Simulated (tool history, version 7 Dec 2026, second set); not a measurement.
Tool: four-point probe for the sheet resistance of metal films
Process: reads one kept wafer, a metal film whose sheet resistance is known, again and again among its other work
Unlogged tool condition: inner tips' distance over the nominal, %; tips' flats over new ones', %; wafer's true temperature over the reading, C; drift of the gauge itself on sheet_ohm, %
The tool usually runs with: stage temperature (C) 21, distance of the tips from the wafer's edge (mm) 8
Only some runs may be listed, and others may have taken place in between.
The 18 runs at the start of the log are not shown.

run	day	stage temperature (C)	distance of the tips from the wafer's edge (mm)	touches since the probe head was changed	hours of work since the stage's thermometer was calibrated	sheet resistance as the instrument gives it (ohm/square)
19	42.971	21	8	24321	595	0.051540
20	46.183	29	8	25348	633	0.051691
21	47.871	21	8	25890	653	0.051542
22	49.421	21	8	26386	671	0.051525
23	52.896	32	54	27498	712	0.051570
24	54.425	32	54	27988	730	0.051590
25	56.242	32	54	28569	751	0.051563
26	57.696	31	13	29035	768	0.051602
27	60.308	31	13	29872	799	0.051602
28	62.675	31	13	30629	827	0.051607
29	64.412	20	16	31186	847	0.051351
30	65.950	30	27	31677	866	0.051532
31	67.421	30	43	32148	883	0.051528
32	70.162	27	36	33026	915	0.051448
33	72.900	18	18	33903	947	0.051294

Run 34 has not been measured yet. What should we expect?
34	75.496	23	3	34734	978	?

sheet resistance as the instrument gives it (ohm/square): 0.052584
Had the tool carried no hidden state, the very same run would have given sheet resistance as the instrument gives it (ohm/square) 0.052623.

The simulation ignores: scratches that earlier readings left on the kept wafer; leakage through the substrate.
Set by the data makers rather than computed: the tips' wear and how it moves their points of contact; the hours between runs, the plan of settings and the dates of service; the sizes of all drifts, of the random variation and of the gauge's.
